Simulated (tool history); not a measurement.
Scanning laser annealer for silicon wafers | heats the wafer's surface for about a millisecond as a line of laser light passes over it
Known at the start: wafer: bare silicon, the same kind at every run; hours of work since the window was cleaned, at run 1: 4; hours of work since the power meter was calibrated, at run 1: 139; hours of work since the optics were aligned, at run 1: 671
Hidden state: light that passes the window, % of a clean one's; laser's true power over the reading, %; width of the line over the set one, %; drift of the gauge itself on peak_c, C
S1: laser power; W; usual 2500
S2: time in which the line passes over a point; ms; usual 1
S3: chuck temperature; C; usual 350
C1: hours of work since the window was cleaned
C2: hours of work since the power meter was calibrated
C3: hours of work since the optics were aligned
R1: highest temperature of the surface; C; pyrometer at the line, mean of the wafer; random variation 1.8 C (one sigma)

run 1 hour=0 | S1=2500 S2=1 S3=350 | C1=4 C2=139 C3=671 | R1=1066
run 2 hour=12.6 | S1=2500 S2=1 S3=350 | C1=14 C2=148 C3=680 | R1=1067
run 3 hour=19.9 | S1=2500 S2=1 S3=350 | C1=19 C2=154 C3=686 | R1=1062
run 4 hour=31 | S1=2500 S2=1.22 S3=350 | C1=27 C2=162 C3=694 | R1=1138
run 5 hour=45.4 | S1=2698 S2=1 S3=350 | C1=38 C2=173 C3=705 | R1=1114
run 6 hour=61.8 | S1=2500 S2=0.91 S3=350 | C1=50 C2=185 C3=717 | R1=1027
run 7 hour=72.9 | S1=2500 S2=0.91 S3=350 | C1=59 C2=193 C3=725 | R1=1025
run 8 hour=79.9 | S1=2500 S2=1 S3=312 | C1=64 C2=198 C3=730 | R1=1021
run 9 hour=90.5 | S1=2500 S2=1 S3=350 | C1=72 C2=206 C3=738 | R1=1058
run 10 hour=97.8 | S1=2633 S2=0.82 S3=330 | C1=77 C2=212 C3=744 | R1=999
run 11 hour=113 | S1=2500 S2=1.04 S3=350 | C1=88 C2=223 C3=755 | R1=1069
run 12 hour=128.4 | S1=2500 S2=1.04 S3=350 | C1=100 C2=234 C3=766 | R1=1070
run 13 hour=143 | S1=2503 S2=1 S3=335 | C1=111 C2=245 C3=777 | R1=1039
run 14 hour=156.6 | S1=2503 S2=1 S3=335 | C1=121 C2=255 C3=787 | R1=1037
run 15 hour=164.9 | S1=2503 S2=1 S3=346 | C1=127 C2=261 C3=794 | R1=1047
run 16 hour=180.6 | S1=2444 S2=1 S3=350 | C1=139 C2=273 C3=805 | R1=1034
run 17 hour=189.7 | S1=2637 S2=0.79 S3=330 | C1=146 C2=280 C3=812 | R1=982
run 18 hour=205.1 | S1=2637 S2=0.79 S3=330 | C1=157 C2=291 C3=824 | R1=981

Hidden state or all else? Some run-to-run changes of R1, split into what the settings, what came in and random variation would give without the hidden state, and what is left for the hidden state (with any gauge scatter that isn't in both results):
Run 5 -> 6: S1 2698 -> 2500, S2 1 -> 0.91. R1 -87 C: hidden state -1, all else -86.
Run 10 -> 11: S1 2633 -> 2500, S2 0.82 -> 1.04, S3 330 -> 350. R1 +70 C: hidden state -3, all else +73.

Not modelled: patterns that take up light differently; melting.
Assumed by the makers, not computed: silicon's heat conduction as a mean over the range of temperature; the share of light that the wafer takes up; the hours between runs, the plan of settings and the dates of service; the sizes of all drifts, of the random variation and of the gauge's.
